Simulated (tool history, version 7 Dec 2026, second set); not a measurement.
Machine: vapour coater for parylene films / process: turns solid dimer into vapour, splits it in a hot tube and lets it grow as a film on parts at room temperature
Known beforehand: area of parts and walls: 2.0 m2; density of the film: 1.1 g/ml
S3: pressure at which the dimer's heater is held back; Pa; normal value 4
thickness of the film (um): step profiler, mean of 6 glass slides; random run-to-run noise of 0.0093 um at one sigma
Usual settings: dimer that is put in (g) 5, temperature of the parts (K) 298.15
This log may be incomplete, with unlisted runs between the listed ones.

run 1 hour=0 | dimer_that_is_put_in_(g)=5 temperature_of_the_parts_(K)=298.15 S3=4 | thickness_of_the_film_(um)=1.192
run 2 hour=9.2 | dimer_that_is_put_in_(g)=5 temperature_of_the_parts_(K)=298.15 S3=7.93 | thickness_of_the_film_(um)=1.166
run 3 hour=17.5 | dimer_that_is_put_in_(g)=5 temperature_of_the_parts_(K)=298.15 S3=7.93 | thickness_of_the_film_(um)=1.159
run 4 hour=27.8 | dimer_that_is_put_in_(g)=5 temperature_of_the_parts_(K)=298.15 S3=4 | thickness_of_the_film_(um)=1.198
run 5 hour=36.7 | dimer_that_is_put_in_(g)=5 temperature_of_the_parts_(K)=298.15 S3=4 | thickness_of_the_film_(um)=1.195
run 6 hour=52.6 | dimer_that_is_put_in_(g)=5 temperature_of_the_parts_(K)=298.15 S3=4 | thickness_of_the_film_(um)=1.186
run 7 hour=62.3 | dimer_that_is_put_in_(g)=5 temperature_of_the_parts_(K)=298.15 S3=4 | thickness_of_the_film_(um)=1.197
run 8 hour=74.6 | dimer_that_is_put_in_(g)=5 temperature_of_the_parts_(K)=298.15 S3=4 | thickness_of_the_film_(um)=1.185
run 9 hour=86 | dimer_that_is_put_in_(g)=5 temperature_of_the_parts_(K)=298.15 S3=4 | thickness_of_the_film_(um)=1.192
run 10 hour=100 | dimer_that_is_put_in_(g)=5 temperature_of_the_parts_(K)=298.15 S3=4 | thickness_of_the_film_(um)=1.185
run 11 hour=112 | dimer_that_is_put_in_(g)=5 temperature_of_the_parts_(K)=292.15 S3=4 | thickness_of_the_film_(um)=1.554
run 12 hour=121.8 | dimer_that_is_put_in_(g)=5 temperature_of_the_parts_(K)=292.15 S3=4 | thickness_of_the_film_(um)=1.551
run 13 hour=129.9 | dimer_that_is_put_in_(g)=5 temperature_of_the_parts_(K)=292.15 S3=4 | thickness_of_the_film_(um)=1.572
run 14 hour=142.5 | dimer_that_is_put_in_(g)=5 temperature_of_the_parts_(K)=298.15 S3=3.97 | thickness_of_the_film_(um)=1.171
run 15 hour=152.4 | dimer_that_is_put_in_(g)=5 temperature_of_the_parts_(K)=298.15 S3=3.97 | thickness_of_the_film_(um)=1.177
run 16 hour=164 | dimer_that_is_put_in_(g)=5 temperature_of_the_parts_(K)=298.15 S3=2.52 | thickness_of_the_film_(um)=1.204
run 17 hour=174.7 | dimer_that_is_put_in_(g)=5 temperature_of_the_parts_(K)=298.15 S3=2.52 | thickness_of_the_film_(um)=1.211
run 18 hour=188.1 | dimer_that_is_put_in_(g)=5 temperature_of_the_parts_(K)=298.15 S3=2.52 | thickness_of_the_film_(um)=1.213
run 19 hour=197.9 | dimer_that_is_put_in_(g)=5 temperature_of_the_parts_(K)=302.15 S3=4 | thickness_of_the_film_(um)=0.984
run 20 hour=208.5 | dimer_that_is_put_in_(g)=5 temperature_of_the_parts_(K)=302.15 S3=4 | thickness_of_the_film_(um)=0.975
-- hour=210.3 table's thermometer calibrated
run 21 hour=216.6 | dimer_that_is_put_in_(g)=5 temperature_of_the_parts_(K)=302.15 S3=2.89 | thickness_of_the_film_(um)=0.978
run 22 hour=230.9 | dimer_that_is_put_in_(g)=5 temperature_of_the_parts_(K)=298.15 S3=4 | thickness_of_the_film_(um)=1.163
-- hour=235.5 table's thermometer calibrated, once more
run 23 hour=247.9 | dimer_that_is_put_in_(g)=5 temperature_of_the_parts_(K)=298.15 S3=4 | thickness_of_the_film_(um)=1.144
run 24 hour=262.7 | dimer_that_is_put_in_(g)=5 temperature_of_the_parts_(K)=299.15 S3=4 | thickness_of_the_film_(um)=1.074
run 25 hour=276 | dimer_that_is_put_in_(g)=5 temperature_of_the_parts_(K)=298.15 S3=4.43 | thickness_of_the_film_(um)=1.129
run 26 hour=292.3 | dimer_that_is_put_in_(g)=8 temperature_of_the_parts_(K)=302.15 S3=9.05 | thickness_of_the_film_(um)=1.463
run 27 hour=307 | dimer_that_is_put_in_(g)=8 temperature_of_the_parts_(K)=302.15 S3=9.05 | thickness_of_the_film_(um)=1.444
run 28 hour=318.2 | dimer_that_is_put_in_(g)=5 temperature_of_the_parts_(K)=301.15 S3=3.22 | thickness_of_the_film_(um)=1.004
run 29 hour=326.5 | dimer_that_is_put_in_(g)=4 temperature_of_the_parts_(K)=298.15 S3=3.74 | thickness_of_the_film_(um)=0.906
run 30 hour=342.7 | dimer_that_is_put_in_(g)=4 temperature_of_the_parts_(K)=298.15 S3=3.74 | thickness_of_the_film_(um)=0.897
run 31 hour=356.7 | dimer_that_is_put_in_(g)=8 temperature_of_the_parts_(K)=303.15 S3=11.6 | thickness_of_the_film_(um)=1.36

Estimate the outcome of run 32 from the log above:
run 32 hour=367.1 | dimer_that_is_put_in_(g)=3 temperature_of_the_parts_(K)=298.15 S3=4 | thickness_of_the_film_(um)=?

thickness of the film (um): 0.675
Minus the tool's unlogged condition, the same run would have read thickness of the film (um) 0.734.
